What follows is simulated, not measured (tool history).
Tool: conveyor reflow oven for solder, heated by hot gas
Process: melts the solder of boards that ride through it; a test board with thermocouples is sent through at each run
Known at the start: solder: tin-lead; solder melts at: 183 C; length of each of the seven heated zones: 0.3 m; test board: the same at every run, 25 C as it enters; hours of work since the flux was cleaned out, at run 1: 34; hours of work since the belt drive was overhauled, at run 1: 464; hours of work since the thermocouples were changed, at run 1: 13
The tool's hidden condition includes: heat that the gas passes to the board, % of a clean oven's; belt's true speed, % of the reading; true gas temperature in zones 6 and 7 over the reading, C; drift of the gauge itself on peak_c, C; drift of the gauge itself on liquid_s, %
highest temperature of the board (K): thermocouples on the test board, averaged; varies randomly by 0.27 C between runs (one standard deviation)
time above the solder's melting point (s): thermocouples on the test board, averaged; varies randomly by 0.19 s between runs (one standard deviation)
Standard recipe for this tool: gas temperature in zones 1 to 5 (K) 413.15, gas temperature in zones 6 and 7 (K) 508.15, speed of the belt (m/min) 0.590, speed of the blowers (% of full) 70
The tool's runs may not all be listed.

run,hour,gas temperature in zones 1 to 5 (K),gas temperature in zones 6 and 7 (K),speed of the belt (m/min),speed of the blowers (% of full),hours of work since the flux was cleaned out,hours of work since the belt drive was overhauled,hours of work since the thermocouples were changed,highest temperature of the board (K),time above the solder's melting point (s)
1,0.0,413.15,508.15,0.590,70,34,464,13,491.15,46.6
2,7.2,413.15,508.15,0.590,70,38,467,16,491.05,46.7
3,15.5,413.15,508.15,0.590,70,41,471,20,491.35,46.1
4,23.4,413.15,508.15,0.590,70,45,475,24,491.05,46.4
5,33.8,413.15,508.15,0.590,70,50,479,28,490.45,46.4
6,42.7,413.15,508.15,0.590,70,54,484,33,490.85,46.8
7,54.2,403.15,508.15,0.590,70,59,489,38,488.65,42.6
8,65.1,419.15,508.15,0.590,70,64,494,43,491.65,49.1
9,74.2,413.15,508.15,0.590,70,69,498,47,490.05,46.5
10,83.7,413.15,508.15,0.590,70,73,503,52,490.95,46.3
11,100.0,413.15,518.15,0.656,70,81,510,59,495.85,43.4
12,109.7,413.15,503.15,0.656,70,85,515,64,482.95,36.2
# hour 115.5: flux residue cleaned out of gas plates and filters
13,127.0,420.15,509.15,0.590,79,5,521,69,494.05,50.7
14,142.9,420.15,509.15,0.590,79,13,528,77,494.25,50.8
15,152.9,420.15,508.15,0.590,79,17,533,82,493.25,49.9
16,167.8,420.15,508.15,0.590,79,24,539,88,493.65,50.1
17,175.5,413.15,504.15,0.671,70,28,543,92,482.35,34.8
18,187.2,413.15,519.15,0.626,85,33,549,97,500.35,48.3
19,194.6,413.15,497.15,0.626,70,37,552,101,479.45,35.1

Consider 4 possible next runs. They are alternatives, not a sequence: every one starts from the tool as it was left by run 19. What does each give?
# hour 200.4: flux residue cleaned out of gas plates and filters, once more
A,215.3,414.15,508.15,0.590,70,7,559,108,?,?
# hour 200.4: flux residue cleaned out of gas plates and filters, once more
B,215.3,413.15,509.15,0.537,70,7,559,108,?,?
# hour 200.4: flux residue cleaned out of gas plates and filters, once more
C,215.3,413.15,514.15,0.636,72,7,559,108,?,?
# hour 200.4: flux residue cleaned out of gas plates and filters, once more
D,215.3,413.15,507.15,0.626,70,7,559,108,?,?

run,highest temperature of the board (K),time above the solder's melting point (s)
A,491.55,47.5
B,494.75,54.4
C,494.55,45.0
D,488.95,42.1
Without the tool's hidden state the same runs would have given:
run,highest temperature of the board (K),time above the solder's melting point (s)
A,490.75,46.7
B,493.95,53.6
C,493.75,44.2
D,488.15,41.3
